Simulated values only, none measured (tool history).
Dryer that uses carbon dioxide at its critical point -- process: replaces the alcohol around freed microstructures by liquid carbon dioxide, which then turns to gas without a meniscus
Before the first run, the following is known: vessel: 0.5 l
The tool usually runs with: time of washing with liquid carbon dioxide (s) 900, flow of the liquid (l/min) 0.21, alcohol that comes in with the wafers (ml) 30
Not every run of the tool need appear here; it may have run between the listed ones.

run   hour  time of washing with liquid carbon dioxide (s)  flow of the liquid (l/min)  alcohol that comes in with the wafers (ml)  alcohol left in the vessel before it's heated (ppm by volume)
  1      0                                             900                        0.21                                          30                                                            403
  2    9.4                                             900                        0.21                                          31                                                            432
  3   15.6                                             540                        0.21                                          30                                                           2859
  4   25.1                                             900                        0.21                                          48                                                            622
  5   34.5                                             660                        0.21                                          30                                                           1478
  6   40.7                                             900                        0.21                                          30                                                            418
  7   47.3                                             900                        0.21                                          30                                                            418
  8   54.2                                             900                        0.21                                          30                                                            432
  9   60.2                                             900                        0.21                                          30                                                            423
 10   69.7                                             900                        0.21                                          30                                                            429
      76.5  -- inlet filter changed
 11   80.3                                             780                        0.21                                          30                                                            366
 12     88                                             780                        0.21                                          30                                                            372
 13   95.9                                             900                       0.344                                          30                                                             60
 14  105.5                                             900                       0.344                                          30                                                             66
 15    114                                             900                       0.344                                          30                                                             65
 16  118.7                                             900                       0.344                                          78                                                             62
 17  122.9                                             900                       0.344                                          78                                                             75
 18  128.3                                             600                        0.21                                          30                                                           1160
 19  135.9                                             900                        0.21                                          38                                                            262
 20  145.1                                            1320                        0.23                                          38                                                             59
 21  151.9                                            1320                        0.23                                          38                                                             65
 22  156.9                                            1380                       0.238                                          56                                                             68
 23    162                                             540                       0.325                                          33                                                            337
 24  168.3                                             540                       0.325                                          33                                                            337
 25  176.2                                            1320                       0.228                                          30                                                             67
 26  184.8                                            1320                       0.228                                          30                                                             72
 27  191.2                                            1320                       0.188                                          30                                                             89
 28  195.9                                            1020                       0.205                                          30                                                            151
 29  205.5                                            1020                       0.205                                          30                                                            160
 30  212.1                                            1080                       0.205                                          38                                                            135
 31  217.1                                            1140                       0.205                                          38                                                            115
 32  224.4                                            1140                       0.205                                          38                                                            123
 33  230.6                                            1140                       0.205                                          38                                                            124
 34  235.8                                             900                        0.21                                          39                                                            293
 35  244.8                                             900                       0.297                                         108                                                            127
 36  254.4                                             900                       0.166                                          42                                                            863
 37  260.7                                             900                       0.166                                          21                                                            474

Alternative continuations, all from the tool just after run 37; predict every row:
  A  265.6                                             600                        0.21                                          30                                                              ?
  B  265.6                                             900                       0.277                                          30                                                              ?
  C  265.6                                             900                       0.166                                          69                                                              ?
  D  265.6                                            1140                        0.21                                          30                                                              ?

run  alcohol left in the vessel before it's heated (ppm by volume)
  A                                                           1284
  B                                                             98
  C                                                           1424
  D                                                            105
What these runs would have given with no unlogged condition in the tool:
run  alcohol left in the vessel before it's heated (ppm by volume)
  A                                                           1068
  B                                                             24
  C                                                           1163
  D                                                             31
